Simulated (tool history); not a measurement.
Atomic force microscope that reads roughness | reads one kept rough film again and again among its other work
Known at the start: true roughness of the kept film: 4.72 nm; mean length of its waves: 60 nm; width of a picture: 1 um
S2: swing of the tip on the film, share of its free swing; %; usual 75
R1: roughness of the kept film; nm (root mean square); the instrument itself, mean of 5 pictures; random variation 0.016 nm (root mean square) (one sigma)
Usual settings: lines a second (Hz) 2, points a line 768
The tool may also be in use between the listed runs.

run 1 day=0 | lines_a_second_(Hz)=2 S2=75 points_a_line=768 | R1=3.721
run 2 day=0.458 | lines_a_second_(Hz)=2 S2=75 points_a_line=768 | R1=3.658
run 3 day=0.871 | lines_a_second_(Hz)=2 S2=75 points_a_line=768 | R1=3.619
run 4 day=1.238 | lines_a_second_(Hz)=2 S2=75 points_a_line=768 | R1=3.543
run 5 day=1.446 | lines_a_second_(Hz)=2 S2=75 points_a_line=768 | R1=3.536
run 6 day=1.675 | lines_a_second_(Hz)=2 S2=75 points_a_line=768 | R1=3.507
run 7 day=2.071 | lines_a_second_(Hz)=2 S2=75 points_a_line=768 | R1=3.488
run 8 day=2.396 | lines_a_second_(Hz)=2 S2=75 points_a_line=768 | R1=3.414
run 9 day=2.662 | lines_a_second_(Hz)=2 S2=75 points_a_line=768 | R1=3.42
run 10 day=2.883 | lines_a_second_(Hz)=2 S2=75 points_a_line=768 | R1=3.394
-- day=2.958 height scale calibrated on a step standard
run 11 day=3.117 | lines_a_second_(Hz)=2 S2=75 points_a_line=768 | R1=3.353
run 12 day=3.317 | lines_a_second_(Hz)=0.9 S2=75 points_a_line=496 | R1=3.596
-- day=3.554 new tip fitted
-- day=3.762 height scale calibrated on a step standard, once more
run 13 day=3.783 | lines_a_second_(Hz)=2 S2=66 points_a_line=768 | R1=4.124
run 14 day=4.158 | lines_a_second_(Hz)=0.64 S2=57 points_a_line=276 | R1=4.302
run 15 day=4.546 | lines_a_second_(Hz)=3.53 S2=57 points_a_line=586 | R1=3.965
run 16 day=4.733 | lines_a_second_(Hz)=0.79 S2=57 points_a_line=267 | R1=4.2
run 17 day=5.062 | lines_a_second_(Hz)=3.6 S2=74 points_a_line=277 | R1=3.435
run 18 day=5.417 | lines_a_second_(Hz)=3.6 S2=74 points_a_line=277 | R1=3.379
run 19 day=5.65 | lines_a_second_(Hz)=3.6 S2=74 points_a_line=277 | R1=3.385
run 20 day=5.875 | lines_a_second_(Hz)=3.6 S2=74 points_a_line=277 | R1=3.342
run 21 day=6.25 | lines_a_second_(Hz)=0.79 S2=65 points_a_line=863 | R1=3.974
run 22 day=6.642 | lines_a_second_(Hz)=0.65 S2=61 points_a_line=565 | R1=3.952

Forecast each of these 5 alternatives for the next run:
run A day=7.071 | lines_a_second_(Hz)=0.65 S2=71 points_a_line=497 | R1=?
run B day=7.071 | lines_a_second_(Hz)=1.39 S2=61 points_a_line=562 | R1=?
run C day=7.071 | lines_a_second_(Hz)=0.65 S2=88 points_a_line=270 | R1=?
run D day=7.071 | lines_a_second_(Hz)=0.65 S2=58 points_a_line=565 | R1=?
run E day=7.071 | lines_a_second_(Hz)=2.82 S2=75 points_a_line=768 | R1=?

run=A R1=3.825
run=B R1=3.839
run=C R1=3.664
run=D R1=3.911
run=E R1=3.336
Without the tool's hidden state the same runs would have given:
run=A R1=4.301
run=B R1=4.316
run=C R1=4.119
run=D R1=4.397
run=E R1=3.751

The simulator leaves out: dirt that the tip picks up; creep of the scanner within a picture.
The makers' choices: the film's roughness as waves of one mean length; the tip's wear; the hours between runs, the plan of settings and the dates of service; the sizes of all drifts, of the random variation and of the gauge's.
